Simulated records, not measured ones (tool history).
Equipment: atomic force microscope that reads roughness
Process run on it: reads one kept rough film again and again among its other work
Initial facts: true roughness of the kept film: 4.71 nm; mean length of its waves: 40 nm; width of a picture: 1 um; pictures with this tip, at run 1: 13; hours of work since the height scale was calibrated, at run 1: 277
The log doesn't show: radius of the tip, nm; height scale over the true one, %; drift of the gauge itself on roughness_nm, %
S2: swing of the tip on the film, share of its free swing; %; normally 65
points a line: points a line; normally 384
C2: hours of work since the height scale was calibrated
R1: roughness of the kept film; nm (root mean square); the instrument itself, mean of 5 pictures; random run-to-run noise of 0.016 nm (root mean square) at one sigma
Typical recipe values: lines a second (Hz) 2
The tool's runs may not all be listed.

Run 1, hour 0: usual settings; pictures with this tip 13; C2 277. Result: R1 3.84 nm (root mean square).
Run 2, hour 6.1: usual settings but S2 89 %; pictures with this tip 23; C2 281. Result: R1 3.188 nm (root mean square).
Run 3, hour 18.7: usual settings but S2 61 %; pictures with this tip 43; C2 288. Result: R1 3.935 nm (root mean square).
Run 4, hour 25.2: usual settings but S2 61 %; pictures with this tip 53; C2 291. Result: R1 3.944 nm (root mean square).
Run 5, hour 37.6: usual settings but S2 61 %; pictures with this tip 72; C2 298. Result: R1 3.921 nm (root mean square).
Run 6, hour 49.1: usual settings but lines a second (Hz) 1.13; pictures with this tip 90; C2 305. Result: R1 3.966 nm (root mean square).
Run 7, hour 59.2: usual settings; pictures with this tip 106; C2 310. Result: R1 3.849 nm (root mean square).
Run 8, hour 64.3: usual settings; pictures with this tip 114; C2 313. Result: R1 3.868 nm (root mean square).
Run 9, hour 76.1: usual settings but lines a second (Hz) 0.83, S2 90 %, points a line 287; pictures with this tip 132; C2 320. Result: R1 3.675 nm (root mean square).
Run 10, hour 81.2: usual settings but lines a second (Hz) 1, S2 67 %, points a line 287; pictures with this tip 140; C2 323. Result: R1 3.968 nm (root mean square).
Run 11, hour 86.5: usual settings but lines a second (Hz) 1, S2 67 %, points a line 287; pictures with this tip 148; C2 326. Result: R1 3.953 nm (root mean square).
Run 12, hour 92.4: usual settings but lines a second (Hz) 1, S2 67 %, points a line 287; pictures with this tip 157; C2 329. Result: R1 3.99 nm (root mean square).
At hour 99.4: new tip fitted.
Run 13, hour 99.4: usual settings but lines a second (Hz) 0.9, S2 69 %, points a line 452; pictures with this tip 0; C2 333. Result: R1 4.011 nm (root mean square).
Run 14, hour 105.6: usual settings but lines a second (Hz) 0.9, S2 69 %, points a line 452; pictures with this tip 9; C2 336. Result: R1 3.989 nm (root mean square).
Run 15, hour 114.2: usual settings but lines a second (Hz) 0.9, S2 69 %, points a line 543; pictures with this tip 23; C2 341. Result: R1 4.003 nm (root mean square).

Forecast each of these 4 alternatives for the next run:
Run A, hour 126.5: usual settings but lines a second (Hz) 1.48, S2 69 %, points a line 317; pictures with this tip 42; C2 348. Result: R1 ?.
Run B, hour 126.5: usual settings but lines a second (Hz) 0.78, S2 82 %, points a line 554; pictures with this tip 42; C2 348. Result: R1 ?.
Run C, hour 126.5: usual settings but lines a second (Hz) 0.9, S2 69 %, points a line 271; pictures with this tip 42; C2 348. Result: R1 ?.
Run D, hour 126.5: usual settings but lines a second (Hz) 1.14, S2 84 %, points a line 493; pictures with this tip 42; C2 348. Result: R1 ?.

run     R1
  A  3.865
  B  3.861
  C  3.947
  D  3.645
Stripped of hidden state, with their random variation kept, the same runs would have yielded:
run     R1
  A  3.868
  B  3.863
  C   3.95
  D  3.647

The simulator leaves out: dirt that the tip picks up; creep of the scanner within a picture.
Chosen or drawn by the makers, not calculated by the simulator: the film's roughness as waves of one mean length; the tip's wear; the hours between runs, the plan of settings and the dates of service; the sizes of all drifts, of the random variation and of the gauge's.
